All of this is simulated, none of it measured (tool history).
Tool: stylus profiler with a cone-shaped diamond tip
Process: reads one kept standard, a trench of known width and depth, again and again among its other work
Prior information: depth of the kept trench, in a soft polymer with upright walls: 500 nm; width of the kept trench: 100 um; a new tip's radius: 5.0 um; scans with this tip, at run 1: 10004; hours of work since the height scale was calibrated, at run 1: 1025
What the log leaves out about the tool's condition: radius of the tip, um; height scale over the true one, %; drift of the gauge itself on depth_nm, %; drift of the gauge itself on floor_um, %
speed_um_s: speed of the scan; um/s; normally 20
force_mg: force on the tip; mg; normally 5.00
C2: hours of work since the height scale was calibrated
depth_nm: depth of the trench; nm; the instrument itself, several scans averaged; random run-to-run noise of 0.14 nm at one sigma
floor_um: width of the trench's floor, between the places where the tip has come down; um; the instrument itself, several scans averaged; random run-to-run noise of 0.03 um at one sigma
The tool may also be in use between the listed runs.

Run 1, day 0.000: usual settings; scans with this tip 10004; C2 1025. Result: depth_nm 512.19 nm, floor_um 94.80 um.
At day 1.017: height scale calibrated on a step standard.
Run 2, day 5.500: usual settings; scans with this tip 10628; C2 52. Result: depth_nm 509.81 nm, floor_um 94.75 um.
Run 3, day 10.338: usual settings; scans with this tip 11178; C2 109. Result: depth_nm 509.49 nm, floor_um 94.70 um.
Run 4, day 15.858: usual settings but force_mg 12.57 mg; scans with this tip 11807; C2 173. Result: depth_nm 517.86 nm, floor_um 94.69 um.
Run 5, day 18.975: usual settings but force_mg 12.57 mg; scans with this tip 12162; C2 209. Result: depth_nm 517.67 nm, floor_um 94.62 um.
Run 6, day 24.421: usual settings but force_mg 12.57 mg; scans with this tip 12782; C2 273. Result: depth_nm 517.94 nm, floor_um 94.66 um.
Run 7, day 27.550: usual settings; scans with this tip 13139; C2 310. Result: depth_nm 510.07 nm, floor_um 94.61 um.
Run 8, day 31.246: usual settings; scans with this tip 13559; C2 353. Result: depth_nm 510.15 nm, floor_um 94.67 um.
Run 9, day 36.017: usual settings; scans with this tip 14102; C2 408. Result: depth_nm 510.19 nm, floor_um 94.59 um.
Run 10, day 39.271: usual settings; scans with this tip 14473; C2 446. Result: depth_nm 510.65 nm, floor_um 94.50 um.
Run 11, day 44.404: usual settings; scans with this tip 15058; C2 506. Result: depth_nm 510.61 nm, floor_um 94.46 um.
Run 12, day 49.696: usual settings; scans with this tip 15660; C2 568. Result: depth_nm 511.18 nm, floor_um 94.45 um.
Run 13, day 52.625: usual settings; scans with this tip 15994; C2 602. Result: depth_nm 511.10 nm, floor_um 94.43 um.
Run 14, day 57.096: usual settings but force_mg 9.30 mg; scans with this tip 16503; C2 654. Result: depth_nm 516.07 nm, floor_um 94.39 um.
Run 15, day 59.896: usual settings but speed_um_s 13 um/s; scans with this tip 16822; C2 687. Result: depth_nm 511.27 nm, floor_um 94.40 um.
Run 16, day 62.442: usual settings but force_mg 12.37 mg; scans with this tip 17112; C2 716. Result: depth_nm 518.94 nm, floor_um 94.37 um.
Run 17, day 65.042: usual settings but speed_um_s 45 um/s, force_mg 12.37 mg; scans with this tip 17408; C2 747. Result: depth_nm 518.99 nm, floor_um 94.34 um.
Run 18, day 67.712: usual settings but speed_um_s 45 um/s, force_mg 12.37 mg; scans with this tip 17712; C2 778. Result: depth_nm 519.03 nm, floor_um 94.31 um.
Run 19, day 73.171: usual settings but speed_um_s 45 um/s, force_mg 12.37 mg; scans with this tip 18333; C2 842. Result: depth_nm 519.00 nm, floor_um 94.24 um.
Run 20, day 77.725: usual settings but speed_um_s 45 um/s, force_mg 12.37 mg; scans with this tip 18852; C2 895. Result: depth_nm 519.56 nm, floor_um 94.18 um.
Run 21, day 81.008: usual settings but speed_um_s 45 um/s, force_mg 12.37 mg; scans with this tip 19226; C2 933. Result: depth_nm 519.69 nm, floor_um 94.18 um.
Run 22, day 85.600: usual settings but speed_um_s 45 um/s, force_mg 12.37 mg; scans with this tip 19749; C2 987. Result: depth_nm 519.72 nm, floor_um 94.15 um.
At day 89.938: height scale calibrated on a step standard.
Run 23, day 90.000: usual settings but speed_um_s 45 um/s, force_mg 12.37 mg; scans with this tip 20247; C2 1. Result: depth_nm 517.11 nm, floor_um 94.12 um.
Run 24, day 95.425: usual settings but speed_um_s 45 um/s, force_mg 12.37 mg; scans with this tip 20865; C2 64. Result: depth_nm 517.03 nm, floor_um 94.12 um.
Run 25, day 99.100: usual settings but force_mg 9.16 mg; scans with this tip 21284; C2 107. Result: depth_nm 513.99 nm, floor_um 94.11 um.
Run 26, day 101.804: usual settings but force_mg 9.16 mg; scans with this tip 21591; C2 138. Result: depth_nm 514.18 nm, floor_um 94.11 um.
Run 27, day 104.146: usual settings but speed_um_s 16 um/s, force_mg 2.73 mg; scans with this tip 21858; C2 166. Result: depth_nm 506.84 nm, floor_um 94.09 um.
Run 28, day 107.542: usual settings but speed_um_s 23 um/s, force_mg 2.73 mg; scans with this tip 22245; C2 205. Result: depth_nm 507.07 nm, floor_um 94.00 um.
Run 29, day 111.450: usual settings but speed_um_s 34 um/s, force_mg 12.02 mg; scans with this tip 22690; C2 251. Result: depth_nm 517.32 nm, floor_um 94.00 um.
Run 30, day 115.262: usual settings but speed_um_s 37 um/s, force_mg 2.24 mg; scans with this tip 23124; C2 295. Result: depth_nm 506.51 nm, floor_um 93.84 um.
Run 31, day 118.117: usual settings but speed_um_s 6 um/s, force_mg 1.91 mg; scans with this tip 23449; C2 329. Result: depth_nm 505.93 nm, floor_um 94.02 um.
Run 32, day 122.512: usual settings but speed_um_s 29 um/s, force_mg 6.85 mg; scans with this tip 23950; C2 380. Result: depth_nm 512.38 nm, floor_um 93.95 um.
At day 124.475: new tip fitted, height scale calibrated.
Run 33, day 125.833: usual settings but speed_um_s 29 um/s, force_mg 6.85 mg; scans with this tip 154; C2 16. Result: depth_nm 511.50 nm, floor_um 95.43 um.
Run 34, day 130.446: usual settings but speed_um_s 16 um/s, force_mg 6.24 mg; scans with this tip 680; C2 70. Result: depth_nm 510.84 nm, floor_um 95.48 um.
Run 35, day 133.225: usual settings but speed_um_s 13 um/s, force_mg 6.31 mg; scans with this tip 996; C2 102. Result: depth_nm 510.83 nm, floor_um 95.41 um.
Run 36, day 138.888: usual settings but speed_um_s 13 um/s, force_mg 6.31 mg; scans with this tip 1641; C2 168. Result: depth_nm 510.82 nm, floor_um 95.39 um.
Run 37, day 141.479: usual settings but speed_um_s 13 um/s, force_mg 6.31 mg; scans with this tip 1936; C2 198. Result: depth_nm 511.45 nm, floor_um 95.38 um.
Run 38, day 144.938: usual settings but force_mg 7.02 mg; scans with this tip 2330; C2 239. Result: depth_nm 512.23 nm, floor_um 95.30 um.
Run 39, day 147.242: usual settings but speed_um_s 28 um/s, force_mg 6.60 mg; scans with this tip 2592; C2 266. Result: depth_nm 511.59 nm, floor_um 95.25 um.
Run 40, day 152.721: usual settings but speed_um_s 28 um/s, force_mg 6.60 mg; scans with this tip 3216; C2 329. Result: depth_nm 511.89 nm, floor_um 95.22 um.
Run 41, day 156.017: usual settings but speed_um_s 28 um/s, force_mg 6.60 mg; scans with this tip 3592; C2 368. Result: depth_nm 511.98 nm, floor_um 95.24 um.
Run 42, day 160.242: usual settings but speed_um_s 17 um/s, force_mg 11.48 mg; scans with this tip 4073; C2 417. Result: depth_nm 517.07 nm, floor_um 95.20 um.
Run 43, day 165.050: usual settings but speed_um_s 6 um/s, force_mg 1.83 mg; scans with this tip 4620; C2 473. Result: depth_nm 506.13 nm, floor_um 95.18 um.
Run 44, day 169.796: usual settings but speed_um_s 6 um/s, force_mg 1.83 mg; scans with this tip 5160; C2 529. Result: depth_nm 506.06 nm, floor_um 95.19 um.
Run 45, day 172.942: usual settings but force_mg 2.16 mg; scans with this tip 5519; C2 565. Result: depth_nm 506.67 nm, floor_um 95.04 um.
Run 46, day 177.658: usual settings but speed_um_s 54 um/s, force_mg 4.28 mg; scans with this tip 6056; C2 620. Result: depth_nm 509.89 nm, floor_um 94.87 um.
Run 47, day 183.333: usual settings but speed_um_s 6 um/s, force_mg 2.17 mg; scans with this tip 6702; C2 687. Result: depth_nm 507.14 nm, floor_um 95.13 um.

A few steps of depth_nm between consecutive runs. Split each: what settings, incoming material and random variation would produce without the hidden state, and what is left over for the hidden state, along with gauge scatter present in only one of the two compared results (measured, and without hidden state):
Run 1 -> 2: height scale calibrated on a step standard. depth_nm -2.38 nm: hidden state -2.38, all else +0.00.
Run 22 -> 23: height scale calibrated on a step standard. depth_nm -2.61 nm: hidden state -2.65, all else +0.04.
Run 28 -> 29: speed_um_s 23 -> 34, force_mg 2.73 -> 12.02. depth_nm +10.25 nm: hidden state +0.13, all else +10.12.
Run 29 -> 30: speed_um_s 34 -> 37, force_mg 12.02 -> 2.24. depth_nm -10.81 nm: hidden state +0.08, all else -10.89.
Run 32 -> 33: new tip fitted, height scale calibrated. depth_nm -0.88 nm: hidden state -1.16, all else +0.28.
Run 42 -> 43: speed_um_s 17 -> 6, force_mg 11.48 -> 1.83. depth_nm -10.94 nm: hidden state +0.11, all else -11.05.
